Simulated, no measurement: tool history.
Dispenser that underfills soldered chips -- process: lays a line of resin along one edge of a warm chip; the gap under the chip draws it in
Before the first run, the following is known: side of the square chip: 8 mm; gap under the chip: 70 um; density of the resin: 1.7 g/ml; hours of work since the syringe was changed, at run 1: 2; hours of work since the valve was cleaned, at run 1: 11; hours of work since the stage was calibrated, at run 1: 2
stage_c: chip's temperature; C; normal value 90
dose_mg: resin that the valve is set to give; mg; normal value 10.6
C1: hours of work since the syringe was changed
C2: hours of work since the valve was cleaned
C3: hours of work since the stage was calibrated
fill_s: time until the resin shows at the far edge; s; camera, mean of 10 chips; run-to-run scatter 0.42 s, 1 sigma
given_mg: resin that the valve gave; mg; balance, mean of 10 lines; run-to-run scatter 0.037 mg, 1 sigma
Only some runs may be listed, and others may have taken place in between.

{"run": 1, "day": 0.0, "stage_c": 90, "dose_mg": 10.6, "C1": 2, "C2": 11, "C3": 2, "fill_s": 35.3, "given_mg": 10.59}
{"run": 2, "day": 0.475, "stage_c": 90, "dose_mg": 9.9, "C1": 10, "C2": 19, "C3": 10, "fill_s": 73.1, "given_mg": 9.77}
{"day": 0.604, "done": "new syringe of resin"}
{"run": 3, "day": 0.692, "stage_c": 90, "dose_mg": 9.9, "C1": 2, "C2": 23, "C3": 14, "fill_s": 34.2, "given_mg": 9.78}
{"run": 4, "day": 0.9, "stage_c": 90, "dose_mg": 9.9, "C1": 5, "C2": 26, "C3": 17, "fill_s": 47, "given_mg": 9.69}
{"run": 5, "day": 1.133, "stage_c": 90, "dose_mg": 10.6, "C1": 9, "C2": 30, "C3": 22, "fill_s": 66.1, "given_mg": 10.39}
{"day": 1.312, "done": "new syringe of resin"}
{"run": 6, "day": 1.446, "stage_c": 81, "dose_mg": 10.6, "C1": 2, "C2": 36, "C3": 27, "fill_s": 57.1, "given_mg": 10.39}
{"run": 7, "day": 1.679, "stage_c": 90, "dose_mg": 9.7, "C1": 6, "C2": 40, "C3": 31, "fill_s": 52.3, "given_mg": 9.48}
{"run": 8, "day": 1.917, "stage_c": 90, "dose_mg": 9.7, "C1": 11, "C2": 44, "C3": 35, "fill_s": 75.5, "given_mg": 9.43}
{"day": 2.021, "done": "new syringe of resin"}
{"run": 9, "day": 2.362, "stage_c": 90, "dose_mg": 9.7, "C1": 6, "C2": 52, "C3": 43, "fill_s": 50.8, "given_mg": 9.48}
{"run": 10, "day": 2.638, "stage_c": 90, "dose_mg": 10.6, "C1": 11, "C2": 57, "C3": 48, "fill_s": 76.7, "given_mg": 10.26}
{"day": 2.725, "done": "new syringe of resin"}
{"run": 11, "day": 3.054, "stage_c": 90, "dose_mg": 10.6, "C1": 6, "C2": 64, "C3": 55, "fill_s": 47.6, "given_mg": 10.16}
{"run": 12, "day": 3.392, "stage_c": 85, "dose_mg": 10.6, "C1": 12, "C2": 70, "C3": 61, "fill_s": 103.6, "given_mg": 10.18}
{"day": 3.446, "done": "new syringe of resin"}
{"day": 3.917, "done": "dispensing valve cleaned and set on the balance"}
{"run": 13, "day": 3.917, "stage_c": 85, "dose_mg": 10.6, "C1": 8, "C2": 0, "C3": 69, "fill_s": 72.3, "given_mg": 10.63}
{"run": 14, "day": 4.133, "stage_c": 85, "dose_mg": 10.6, "C1": 11, "C2": 4, "C3": 73, "fill_s": 99.4, "given_mg": 10.61}
{"day": 4.196, "done": "new syringe of resin"}
{"run": 15, "day": 4.346, "stage_c": 93, "dose_mg": 9.7, "C1": 3, "C2": 7, "C3": 76, "fill_s": 33.2, "given_mg": 9.6}
{"run": 16, "day": 4.758, "stage_c": 82, "dose_mg": 10.6, "C1": 10, "C2": 15, "C3": 84, "fill_s": 105.6, "given_mg": 10.53}
{"day": 4.908, "done": "new syringe of resin"}
{"run": 17, "day": 4.983, "stage_c": 89, "dose_mg": 12.9, "C1": 1, "C2": 18, "C3": 87, "fill_s": 33.2, "given_mg": 12.77}
{"run": 18, "day": 5.183, "stage_c": 90, "dose_mg": 13.3, "C1": 5, "C2": 22, "C3": 91, "fill_s": 44.6, "given_mg": 13.1}
{"run": 19, "day": 5.442, "stage_c": 94, "dose_mg": 11.2, "C1": 9, "C2": 26, "C3": 95, "fill_s": 54.2, "given_mg": 11.01}
{"day": 5.625, "done": "new syringe of resin"}
{"run": 20, "day": 5.912, "stage_c": 101, "dose_mg": 10.6, "C1": 5, "C2": 34, "C3": 103, "fill_s": 25.8, "given_mg": 10.33}
{"day": 6.325, "done": "new syringe of resin"}
{"run": 21, "day": 6.392, "stage_c": 78, "dose_mg": 10.6, "C1": 1, "C2": 43, "C3": 112, "fill_s": 59.5, "given_mg": 10.29}
{"run": 22, "day": 6.788, "stage_c": 90, "dose_mg": 12.9, "C1": 8, "C2": 50, "C3": 119, "fill_s": 57.4, "given_mg": 12.44}
{"day": 7.021, "done": "new syringe of resin"}
{"run": 23, "day": 7.229, "stage_c": 76, "dose_mg": 9.5, "C1": 4, "C2": 57, "C3": 126, "fill_s": 86, "given_mg": 9.14}
{"run": 24, "day": 7.567, "stage_c": 94, "dose_mg": 9.1, "C1": 10, "C2": 63, "C3": 132, "fill_s": 59.4, "given_mg": 8.73}
{"day": 7.721, "done": "new syringe of resin"}
{"run": 25, "day": 7.796, "stage_c": 85, "dose_mg": 13.1, "C1": 1, "C2": 67, "C3": 136, "fill_s": 40.6, "given_mg": 12.58}
{"run": 26, "day": 8.204, "stage_c": 85, "dose_mg": 13.1, "C1": 9, "C2": 74, "C3": 143, "fill_s": 75.9, "given_mg": 12.47}
{"day": 8.412, "done": "new syringe of resin"}
{"day": 8.483, "done": "dispensing valve cleaned and set on the balance"}
{"run": 27, "day": 8.562, "stage_c": 89, "dose_mg": 12.9, "C1": 2, "C2": 1, "C3": 149, "fill_s": 34.7, "given_mg": 12.86}
{"run": 28, "day": 8.846, "stage_c": 101, "dose_mg": 9.9, "C1": 7, "C2": 6, "C3": 154, "fill_s": 31.2, "given_mg": 9.86}

What if the next run were any one of these 5? Each begins from the tool's condition after run 28:
{"day": 9.158, "done": "new syringe of resin"}
{"run": "A", "day": 9.208, "stage_c": 101, "dose_mg": 13.5, "C1": 1, "C2": 13, "C3": 160, "fill_s": "?", "given_mg": "?"}
{"day": 9.158, "done": "new syringe of resin"}
{"run": "B", "day": 9.208, "stage_c": 92, "dose_mg": 9.9, "C1": 1, "C2": 13, "C3": 160, "fill_s": "?", "given_mg": "?"}
{"day": 9.158, "done": "new syringe of resin"}
{"run": "C", "day": 9.208, "stage_c": 88, "dose_mg": 9.9, "C1": 1, "C2": 13, "C3": 160, "fill_s": "?", "given_mg": "?"}
{"day": 9.158, "done": "new syringe of resin"}
{"run": "D", "day": 9.208, "stage_c": 90, "dose_mg": 12.7, "C1": 1, "C2": 13, "C3": 160, "fill_s": "?", "given_mg": "?"}
{"day": 9.158, "done": "new syringe of resin"}
{"run": "E", "day": 9.208, "stage_c": 91, "dose_mg": 12.6, "C1": 1, "C2": 13, "C3": 160, "fill_s": "?", "given_mg": "?"}

run=A fill_s=17.5 given_mg=13.35
run=B fill_s=28.9 given_mg=9.79
run=C fill_s=35.2 given_mg=9.76
run=D fill_s=30.4 given_mg=12.57
run=E fill_s=28.1 given_mg=12.45
Without the tool's unlogged condition, the same runs would have read:
run=A fill_s=16.5 given_mg=13.47
run=B fill_s=27.3 given_mg=9.88
run=C fill_s=33.2 given_mg=9.85
run=D fill_s=28.8 given_mg=12.69
run=E fill_s=26.6 given_mg=12.57
